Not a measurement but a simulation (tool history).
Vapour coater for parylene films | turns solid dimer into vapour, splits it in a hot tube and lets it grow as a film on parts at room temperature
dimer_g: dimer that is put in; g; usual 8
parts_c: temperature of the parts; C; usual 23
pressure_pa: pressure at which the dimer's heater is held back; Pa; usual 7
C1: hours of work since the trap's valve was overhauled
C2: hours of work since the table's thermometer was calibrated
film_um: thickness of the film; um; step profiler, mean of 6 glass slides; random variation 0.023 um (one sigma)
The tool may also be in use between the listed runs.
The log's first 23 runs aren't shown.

At hour 1221: trap's valve overhauled.
Run 24, hour 1267.6: usual settings; C1 25; C2 1891. Result: film_um 1.48 um.
Run 25, hour 1307.6: usual settings but parts_c 15 C, pressure_pa 8.04 Pa; C1 47; C2 1913. Result: film_um 2.01 um.
Run 26, hour 1351: usual settings but parts_c 18 C; C1 70; C2 1937. Result: film_um 1.8 um.
Run 27, hour 1402.3: usual settings but dimer_g 4 g, parts_c 22 C, pressure_pa 3.09 Pa; C1 98; C2 1964. Result: film_um 0.89 um.
At hour 1443.3: table's thermometer calibrated.
Run 28, hour 1467.3: usual settings but dimer_g 4 g, parts_c 22 C, pressure_pa 3.09 Pa; C1 133; C2 13. Result: film_um 0.84 um.
Run 29, hour 1525.3: usual settings but dimer_g 9 g, parts_c 25 C, pressure_pa 5.11 Pa; C1 164; C2 44. Result: film_um 1.44 um.
Run 30, hour 1586.5: usual settings but parts_c 22 C, pressure_pa 10.03 Pa; C1 197; C2 77. Result: film_um 1.26 um.
At hour 1619.2: trap's valve overhauled.
Run 31, hour 1625.4: usual settings but dimer_g 4 g, parts_c 20 C, pressure_pa 4.96 Pa; C1 3; C2 96. Result: film_um 0.92 um.
Run 32, hour 1668.5: usual settings but dimer_g 4 g, parts_c 20 C, pressure_pa 2.22 Pa; C1 27; C2 120. Result: film_um 1.07 um.
Run 33, hour 1738.8: usual settings but dimer_g 6 g; C1 65; C2 158. Result: film_um 1.07 um.
Run 34, hour 1801.6: usual settings but dimer_g 3 g, parts_c 19 C, pressure_pa 4.73 Pa; C1 99; C2 192. Result: film_um 0.66 um.
Run 35, hour 1876.4: usual settings but dimer_g 3 g, parts_c 19 C, pressure_pa 4.73 Pa; C1 139; C2 232. Result: film_um 0.69 um.
Run 36, hour 1923.9: usual settings but dimer_g 6 g, parts_c 26 C, pressure_pa 10 Pa; C1 165; C2 258. Result: film_um 0.84 um.
Run 37, hour 1987.8: usual settings but dimer_g 6 g, parts_c 26 C, pressure_pa 10 Pa; C1 199; C2 292. Result: film_um 0.82 um.
At hour 2015.7: trap's valve overhauled.
Run 38, hour 2050.2: usual settings but dimer_g 5 g, parts_c 24 C, pressure_pa 8.97 Pa; C1 19; C2 324. Result: film_um 0.82 um.
Run 39, hour 2085.5: usual settings but dimer_g 10 g; C1 38; C2 343. Result: film_um 1.8 um.
Run 40, hour 2154.1: usual settings but dimer_g 12 g, pressure_pa 11.68 Pa; C1 75; C2 380. Result: film_um 1.9 um.
Run 41, hour 2210.8: usual settings but dimer_g 10 g, parts_c 19 C; C1 105; C2 411. Result: film_um 2.12 um.
Run 42, hour 2271.4: usual settings but dimer_g 4 g, parts_c 30 C, pressure_pa 2.02 Pa; C1 138; C2 443. Result: film_um 0.62 um.
Run 43, hour 2342.3: usual settings but dimer_g 4 g, parts_c 30 C, pressure_pa 2.02 Pa; C1 177; C2 482. Result: film_um 0.61 um.
Run 44, hour 2389: usual settings but dimer_g 4 g, parts_c 21 C, pressure_pa 5.01 Pa; C1 202; C2 507. Result: film_um 0.75 um.
At hour 2414: trap's valve overhauled.
Run 45, hour 2430.5: usual settings but dimer_g 11 g, parts_c 33 C, pressure_pa 4.78 Pa; C1 9; C2 527. Result: film_um 1.42 um.
Run 46, hour 2472.2: usual settings but dimer_g 11 g, parts_c 28 C, pressure_pa 4.22 Pa; C1 31; C2 550. Result: film_um 1.76 um.

3 ways to go on from here, each from the tool as it stands after run 46. What would each give?
Run A, hour 2546.5: usual settings but dimer_g 5 g, parts_c 19 C; C1 72; C2 590. Result: film_um ?.
Run B, hour 2546.5: usual settings but dimer_g 11 g, parts_c 22 C, pressure_pa 6.22 Pa; C1 72; C2 590. Result: film_um ?.
Run C, hour 2546.5: usual settings but dimer_g 12 g, pressure_pa 6.22 Pa; C1 72; C2 590. Result: film_um ?.

run  film_um
  A     1.08
  B      2.1
  C     2.15
Without the tool's hidden state the same runs would have given:
run  film_um
  A     1.13
  B     2.19
  C     2.25
